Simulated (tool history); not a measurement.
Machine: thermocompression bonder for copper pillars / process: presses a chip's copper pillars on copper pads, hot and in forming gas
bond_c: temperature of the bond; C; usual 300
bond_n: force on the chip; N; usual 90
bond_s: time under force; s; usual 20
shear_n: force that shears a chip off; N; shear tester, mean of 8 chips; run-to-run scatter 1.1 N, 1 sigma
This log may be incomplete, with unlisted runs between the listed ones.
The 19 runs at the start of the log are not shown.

run   hour  bond_c  bond_n  bond_s  shear_n
 20    453     300      95      20     99.5
 21  472.8     300      95      20    100.4
 22  491.3     306      56      28     77.7
 23  521.1     318      90      32    120.3
 24  544.2     280      84      57      102
 25  564.6     330      84      57      132
 26  595.1     330      84      57    131.6
 27  623.7     310      66      20     83.1
 28  641.1     310      66      20     82.3
 29  668.1     300      69      19     77.8
 30  683.9     300      81      23     92.3
 31  709.9     300      81      23     93.7
     734.5  -- forming gas filter changed
 32  740.8     297      90      14     83.9
 33  762.9     297      90      14     84.1
 34  791.6     299      90      18     94.4
 35  813.2     315     116      17    118.6
 36  835.5     315     116      17    118.5
 37  854.4     300      90      49    120.5
 38  870.1     300      88      22     97.2
 39  884.2     297      68      25     80.1
 40  902.8     297      68      25     82.6

4 ways to go on from here, each from the tool as it stands after run 40. What would each give?
  A  930.2     319     128      25        ?
  B  930.2     297      70      25        ?
  C  930.2     300      90      35        ?
  D  930.2     303      96      48        ?

run  shear_n
  A    130.8
  B     83.6
  C    110.4
  D    121.9
With no hidden state in the tool, these same runs would have given:
run  shear_n
  A    131.2
  B     83.9
  C    110.7
  D    122.3
